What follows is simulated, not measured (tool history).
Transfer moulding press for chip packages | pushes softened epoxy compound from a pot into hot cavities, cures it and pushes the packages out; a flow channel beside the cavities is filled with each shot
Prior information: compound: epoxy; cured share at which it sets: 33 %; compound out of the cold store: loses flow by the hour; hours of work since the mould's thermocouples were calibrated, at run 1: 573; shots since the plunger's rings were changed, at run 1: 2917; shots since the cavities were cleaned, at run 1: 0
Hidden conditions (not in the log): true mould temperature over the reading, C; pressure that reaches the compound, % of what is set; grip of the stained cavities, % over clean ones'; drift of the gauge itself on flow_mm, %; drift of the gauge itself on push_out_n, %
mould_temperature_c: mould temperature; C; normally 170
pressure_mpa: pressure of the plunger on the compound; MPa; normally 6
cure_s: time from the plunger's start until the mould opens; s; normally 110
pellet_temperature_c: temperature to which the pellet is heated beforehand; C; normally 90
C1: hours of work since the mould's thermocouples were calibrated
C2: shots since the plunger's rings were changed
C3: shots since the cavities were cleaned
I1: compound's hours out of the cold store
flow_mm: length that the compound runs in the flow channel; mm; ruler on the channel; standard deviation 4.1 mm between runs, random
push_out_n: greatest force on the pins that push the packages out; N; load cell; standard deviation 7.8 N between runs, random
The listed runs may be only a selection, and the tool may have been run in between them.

run 1 hour=0 | mould_temperature_c=170 pressure_mpa=6 cure_s=110 pellet_temperature_c=90 | C1=573 C2=2917 C3=0 | I1=46 | flow_mm=600 push_out_n=341
-- hour=15.6 plunger's sealing rings changed
run 2 hour=15.6 | mould_temperature_c=170 pressure_mpa=6 cure_s=92 pellet_temperature_c=90 | C1=580 C2=0 C3=124 | I1=9 | flow_mm=742 push_out_n=474
run 3 hour=32.4 | mould_temperature_c=170 pressure_mpa=6 cure_s=92 pellet_temperature_c=90 | C1=589 C2=158 C3=282 | I1=16.9 | flow_mm=717 push_out_n=510
run 4 hour=46.9 | mould_temperature_c=170 pressure_mpa=6 cure_s=92 pellet_temperature_c=90 | C1=597 C2=295 C3=419 | I1=31.1 | flow_mm=670 push_out_n=528
run 5 hour=62.9 | mould_temperature_c=169 pressure_mpa=6 cure_s=110 pellet_temperature_c=90 | C1=605 C2=446 C3=570 | I1=12.3 | flow_mm=737 push_out_n=513
run 6 hour=94.4 | mould_temperature_c=169 pressure_mpa=6 cure_s=110 pellet_temperature_c=90 | C1=622 C2=744 C3=868 | I1=26.2 | flow_mm=680 push_out_n=531
-- hour=107 cavities cleaned with cleaning compound and waxed
run 7 hour=123.6 | mould_temperature_c=169 pressure_mpa=6 cure_s=110 pellet_temperature_c=90 | C1=636 C2=1006 C3=158 | I1=9.3 | flow_mm=736 push_out_n=630
run 8 hour=153.6 | mould_temperature_c=169 pressure_mpa=6 cure_s=141 pellet_temperature_c=90 | C1=652 C2=1289 C3=441 | I1=15.3 | flow_mm=709 push_out_n=554
run 9 hour=170.2 | mould_temperature_c=169 pressure_mpa=6 cure_s=111 pellet_temperature_c=90 | C1=661 C2=1445 C3=597 | I1=30.9 | flow_mm=666 push_out_n=575
run 10 hour=188.3 | mould_temperature_c=169 pressure_mpa=6 cure_s=111 pellet_temperature_c=90 | C1=670 C2=1616 C3=768 | I1=30.1 | flow_mm=660 push_out_n=576
-- hour=212 cavities cleaned with cleaning compound and waxed
run 11 hour=212.8 | mould_temperature_c=175 pressure_mpa=4.94 cure_s=110 pellet_temperature_c=90 | C1=682 C2=1834 C3=8 | I1=41.7 | flow_mm=558 push_out_n=307

Run 12 has not been measured yet. What should we expect?
run 12 hour=244.4 | mould_temperature_c=170 pressure_mpa=6.15 cure_s=137 pellet_temperature_c=94 | C1=699 C2=2133 C3=307 | I1=27 | flow_mm=? push_out_n=?

flow_mm: 672 mm
push_out_n: 406 N
With the hidden condition absent and the run-to-run variation left alone, this run would have shown flow_mm 701 mm, push_out_n 303 N.
